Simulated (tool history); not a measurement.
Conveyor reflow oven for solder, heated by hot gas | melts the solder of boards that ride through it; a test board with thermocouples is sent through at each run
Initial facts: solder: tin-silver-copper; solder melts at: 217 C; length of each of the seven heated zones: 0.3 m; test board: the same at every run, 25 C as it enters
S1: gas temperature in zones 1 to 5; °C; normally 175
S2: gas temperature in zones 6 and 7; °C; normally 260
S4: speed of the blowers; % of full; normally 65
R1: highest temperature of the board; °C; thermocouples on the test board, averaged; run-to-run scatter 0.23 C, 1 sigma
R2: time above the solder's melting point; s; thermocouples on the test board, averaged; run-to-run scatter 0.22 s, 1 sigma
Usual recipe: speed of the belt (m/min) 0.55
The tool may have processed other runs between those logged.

run 1 hour=0 | S1=175 S2=260 speed_of_the_belt_(m/min)=0.55 S4=65 | R1=243 R2=42.5
run 2 hour=46.7 | S1=175 S2=260 speed_of_the_belt_(m/min)=0.55 S4=65 | R1=243.1 R2=42.7
-- hour=68.6 flux residue cleaned out of gas plates and filters
run 3 hour=100 | S1=175 S2=260 speed_of_the_belt_(m/min)=0.55 S4=65 | R1=245.2 R2=45.5
run 4 hour=142.2 | S1=175 S2=257 speed_of_the_belt_(m/min)=0.55 S4=65 | R1=242.5 R2=43.2
run 5 hour=194.3 | S1=175 S2=257 speed_of_the_belt_(m/min)=0.55 S4=65 | R1=242.7 R2=43.2
run 6 hour=254 | S1=175 S2=260 speed_of_the_belt_(m/min)=0.55 S4=65 | R1=244.9 R2=44.4
run 7 hour=320.8 | S1=175 S2=260 speed_of_the_belt_(m/min)=0.55 S4=65 | R1=245.2 R2=44.5
run 8 hour=380.8 | S1=175 S2=260 speed_of_the_belt_(m/min)=0.55 S4=65 | R1=244.5 R2=44.1
run 9 hour=447.2 | S1=175 S2=260 speed_of_the_belt_(m/min)=0.55 S4=65 | R1=244 R2=44.2
run 10 hour=496 | S1=175 S2=260 speed_of_the_belt_(m/min)=0.55 S4=65 | R1=244.4 R2=44.2
run 11 hour=541.9 | S1=175 S2=260 speed_of_the_belt_(m/min)=0.55 S4=65 | R1=243.8 R2=43.3
run 12 hour=595.5 | S1=175 S2=260 speed_of_the_belt_(m/min)=0.55 S4=65 | R1=243.7 R2=43.9
-- hour=609.7 belt drive overhauled, speed set with a stopwatch
run 13 hour=654.2 | S1=175 S2=260 speed_of_the_belt_(m/min)=0.535 S4=65 | R1=243.8 R2=44.4
run 14 hour=691.7 | S1=175 S2=260 speed_of_the_belt_(m/min)=0.535 S4=65 | R1=243.8 R2=44.8
run 15 hour=721.4 | S1=175 S2=260 speed_of_the_belt_(m/min)=0.535 S4=65 | R1=243.8 R2=44.4
run 16 hour=783.5 | S1=175 S2=260 speed_of_the_belt_(m/min)=0.55 S4=65 | R1=242.7 R2=41.7
run 17 hour=853.2 | S1=175 S2=260 speed_of_the_belt_(m/min)=0.55 S4=65 | R1=242.4 R2=41.8
run 18 hour=892 | S1=161 S2=257 speed_of_the_belt_(m/min)=0.591 S4=65 | R1=234.4 R2=27.1
run 19 hour=939.9 | S1=186 S2=262 speed_of_the_belt_(m/min)=0.619 S4=82 | R1=246.3 R2=42.9
-- hour=958.9 flux residue cleaned out of gas plates and filters
run 20 hour=992.2 | S1=186 S2=262 speed_of_the_belt_(m/min)=0.619 S4=82 | R1=248.7 R2=46.1
run 21 hour=1062 | S1=178 S2=265 speed_of_the_belt_(m/min)=0.482 S4=85 | R1=256.7 R2=62.3
run 22 hour=1116.9 | S1=164 S2=260 speed_of_the_belt_(m/min)=0.524 S4=65 | R1=243.8 R2=42.6
run 23 hour=1147.3 | S1=164 S2=260 speed_of_the_belt_(m/min)=0.524 S4=65 | R1=243.5 R2=43
run 24 hour=1189 | S1=164 S2=260 speed_of_the_belt_(m/min)=0.524 S4=65 | R1=243.6 R2=42.4
run 25 hour=1226.1 | S1=164 S2=266 speed_of_the_belt_(m/min)=0.524 S4=65 | R1=248.5 R2=46.3
run 26 hour=1292.9 | S1=164 S2=266 speed_of_the_belt_(m/min)=0.524 S4=65 | R1=248.3 R2=46.1
run 27 hour=1338.6 | S1=175 S2=260 speed_of_the_belt_(m/min)=0.55 S4=72 | R1=245 R2=45.1
run 28 hour=1399.9 | S1=174 S2=260 speed_of_the_belt_(m/min)=0.46 S4=90 | R1=251.7 R2=62.3
run 29 hour=1461.1 | S1=178 S2=256 speed_of_the_belt_(m/min)=0.55 S4=56 | R1=237.3 R2=37.2
run 30 hour=1526.5 | S1=178 S2=256 speed_of_the_belt_(m/min)=0.55 S4=56 | R1=236.8 R2=37.5
run 31 hour=1593.1 | S1=173 S2=268 speed_of_the_belt_(m/min)=0.55 S4=65 | R1=248.6 R2=46

Hidden state or all else? Some run-to-run changes of R1, split into what the settings, what came in and random variation would give without the hidden state, and what is left for the hidden state (with any gauge scatter that isn't in both results):
Hidden state at play: heat that the gas passes to the board, % of a clean oven's; belt's true speed, % of the reading; true gas temperature in zones 6 and 7 over the reading, C; drift of the gauge itself on peak_c, C; drift of the gauge itself on liquid_s, %.
Run 2 -> 3: flux residue cleaned out of gas plates and filters. R1 +2.1 °C: hidden state +2.6, all else -0.5.
Run 17 -> 18: S1 175 -> 161, S2 260 -> 257, speed of the belt (m/min) 0.55 -> 0.591. R1 -8 °C: hidden state -0.7, all else -7.3.
Run 18 -> 19: S1 161 -> 186, S2 257 -> 262, speed of the belt (m/min) 0.591 -> 0.619, S4 65 -> 82. R1 +11.9 °C: hidden state +0.1, all else +11.8.
Run 19 -> 20: flux residue cleaned out of gas plates and filters. R1 +2.4 °C: hidden state +2.8, all else -0.4.
Run 21 -> 22: S1 178 -> 164, S2 265 -> 260, speed of the belt (m/min) 0.482 -> 0.524, S4 85 -> 65. R1 -12.9 °C: hidden state -0.2, all else -12.7.
Run 28 -> 29: S1 174 -> 178, S2 260 -> 256, speed of the belt (m/min) 0.46 -> 0.55, S4 90 -> 56. R1 -14.4 °C: hidden state -0.1, all else -14.3.
